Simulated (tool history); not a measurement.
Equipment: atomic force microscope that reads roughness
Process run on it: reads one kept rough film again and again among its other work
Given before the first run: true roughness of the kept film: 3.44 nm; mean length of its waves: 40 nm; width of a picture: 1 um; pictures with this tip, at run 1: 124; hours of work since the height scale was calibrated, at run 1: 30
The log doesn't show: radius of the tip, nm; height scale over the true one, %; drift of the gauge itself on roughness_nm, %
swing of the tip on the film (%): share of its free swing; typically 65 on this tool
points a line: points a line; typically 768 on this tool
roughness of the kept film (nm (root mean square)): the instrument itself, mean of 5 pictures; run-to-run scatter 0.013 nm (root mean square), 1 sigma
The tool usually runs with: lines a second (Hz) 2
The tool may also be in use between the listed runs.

run	hour	lines a second (Hz)	swing of the tip on the film (%)	points a line	pictures with this tip	hours of work since the height scale was calibrated	roughness of the kept film (nm (root mean square))
1	0	2	65	768	124	30	2.808
2	21.2	2	65	768	152	42	2.742
3	45	2	65	768	184	54	2.738
4	66.8	2	65	768	213	65	2.703
5	87	2	65	768	239	76	2.658
6	98.3	2	65	768	254	82	2.648
7	110.7	2	65	768	271	89	2.63
# hour 127.2: new tip fitted
8	136.1	2	65	768	11	102	2.928
9	160.9	2	65	768	44	115	2.906
10	174.2	2	65	768	62	122	2.858
11	186.4	2	71	768	78	128	2.761
12	201	2	65	365	97	136	2.809
13	213.8	2	65	485	114	142	2.823
14	232.9	2	65	768	139	152	2.783
15	253.3	2	68	768	166	163	2.701
16	269.2	2	65	768	187	172	2.734
17	282.3	2	65	768	204	178	2.703
18	293	2	65	768	219	184	2.731
19	316.9	0.54	63	965	250	197	2.826
20	330.7	3.59	86	263	268	204	1.904
# hour 348.9: new tip fitted
21	348.9	3.59	86	263	0	213	2.117
22	372.7	2.99	86	588	31	226	2.234
23	389	2.29	65	891	53	234	2.843
24	406.2	2	83	768	75	243	2.503
25	417.1	1.45	83	768	90	249	2.629
26	437.1	0.69	89	756	116	259	2.753
27	457.6	0.69	89	756	143	270	2.72
28	469.4	2	65	281	159	276	2.736
29	487.9	2	65	281	183	286	2.715
30	509.4	2	65	281	212	297	2.675
31	521.5	2.12	67	891	228	304	2.647
32	533.3	0.52	65	441	243	310	2.836
33	552.2	0.67	65	274	268	320	2.765
# hour 570.7: new tip fitted
34	571.7	1.05	75	265	1	330	2.917
35	590.5	1.05	75	265	26	340	2.895
36	609.6	2	79	730	51	350	2.615

Take each entry between the runs: how does the hidden state at the last listed run before it differ from the hidden state at the first listed run after it?
From run 7 to run 8: new tip fitted (hour 127.2)
  radius of the tip, nm: 23.1 -> 7.9; height scale over the true one, %: -0.27 -> -0.3
  the result without the hidden state subtracted from the measured one, roughness of the kept film (nm (root mean square)): -0.348 -> -0.029
From run 20 to run 21: new tip fitted (hour 348.9)
  radius of the tip, nm: 22 -> 7.1; height scale over the true one, %: -0.48 -> -0.5
  the result without the hidden state subtracted from the measured one, roughness of the kept film (nm (root mean square)): -0.239 -> -0.012
From run 33 to run 34: new tip fitted (hour 570.7)
  radius of the tip, nm: 22.1 -> 7.2; height scale over the true one, %: -0.7 -> -0.72
  the result without the hidden state subtracted from the measured one, roughness of the kept film (nm (root mean square)): -0.356 -> -0.027
